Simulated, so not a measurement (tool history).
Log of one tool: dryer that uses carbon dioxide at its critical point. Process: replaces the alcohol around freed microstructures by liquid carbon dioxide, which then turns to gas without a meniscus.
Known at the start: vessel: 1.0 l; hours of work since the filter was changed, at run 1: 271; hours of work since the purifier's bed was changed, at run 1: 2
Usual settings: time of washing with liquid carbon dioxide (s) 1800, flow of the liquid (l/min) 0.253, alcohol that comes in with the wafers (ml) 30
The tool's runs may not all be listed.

run   hour  time of washing with liquid carbon dioxide (s)  flow of the liquid (l/min)  alcohol that comes in with the wafers (ml)  hours of work since the filter was changed  hours of work since the purifier's bed was changed  alcohol left in the vessel before it's heated (ppm by volume)
  1      0                                            1800                       0.253                                          30                                         271                                                   2                                                             44
  2   12.2                                            1800                       0.253                                          30                                         276                                                   6                                                             39
  3   19.3                                            1800                       0.253                                          30                                         278                                                   8                                                             55
      22.6  -- inlet filter changed
  4   28.5                                            1800                       0.253                                          30                                           2                                                  11                                                             33
  5   34.7                                            1200                       0.253                                          30                                           4                                                  13                                                            215
  6   43.1                                            1800                       0.253                                          30                                           7                                                  16                                                             26
  7   51.1                                            1800                       0.253                                          30                                          10                                                  19                                                             29
  8   63.7                                            1800                       0.253                                          30                                          14                                                  23                                                             32
  9   70.2                                            1800                       0.253                                          30                                          16                                                  25                                                             39
 10   81.4                                            1800                       0.253                                          30                                          20                                                  29                                                             37
 11     94                                            1800                       0.253                                          30                                          24                                                  33                                                             30
 12    101                                            1800                       0.253                                          30                                          27                                                  36                                                             40
 13  113.8                                            1800                       0.253                                          30                                          31                                                  40                                                             36
 14  125.9                                            1320                       0.253                                          30                                          35                                                  44                                                            152
 15  131.8                                            1980                       0.253                                          87                                          37                                                  46                                                             46
 16  142.7                                            1800                       0.253                                          87                                          41                                                  50                                                             76
 17  153.2                                            2700                       0.213                                          82                                          44                                                  53                                                             34
 18  164.8                                            2700                       0.213                                          82                                          48                                                  57                                                             29
 19  176.9                                            1980                       0.253                                          64                                          52                                                  61                                                             40
 20  184.7                                            1980                       0.362                                          25                                          55                                                  64                                                             29
 21  196.5                                            1980                       0.345                                          26                                          59                                                  68                                                             25
 22    202                                            1980                       0.345                                          26                                          61                                                  70                                                             33
 23  207.7                                            2280                       0.345                                          89                                          63                                                  72                                                             35
 24  213.2                                            1680                       0.386                                          28                                          65                                                  74                                                             25
 25  224.7                                            1680                       0.386                                          28                                          69                                                  78                                                             29
 26  233.5                                            1200                       0.253                                          93                                          72                                                  81                                                            736
 27  241.7                                            2400                       0.253                                          72                                          74                                                  83                                                             43
 28  253.9                                            2400                       0.226                                          70                                          78                                                  87                                                             47

Hidden state or all else? Some run-to-run changes of alcohol left in the vessel before it's heated (ppm by volume), split into what the settings, what came in and random variation would give without the hidden state, and what is left for the hidden state (with any gauge scatter that isn't in both results):
The hidden state here: flow that reaches the vessel past the clogged filter, %; alcohol in the recycled carbon dioxide, ppm; drift of the gauge itself on alcohol_ppm, %.
Run 25 -> 26: time of washing with liquid carbon dioxide (s) 1680 -> 1200, flow of the liquid (l/min) 0.386 -> 0.253, alcohol that comes in with the wafers (ml) 28 -> 93. alcohol left in the vessel before it's heated (ppm by volume) +707: hidden state +98, all else +609.
Run 26 -> 27: time of washing with liquid carbon dioxide (s) 1200 -> 2400, alcohol that comes in with the wafers (ml) 93 -> 72. alcohol left in the vessel before it's heated (ppm by volume) -693: hidden state -96, all else -597.
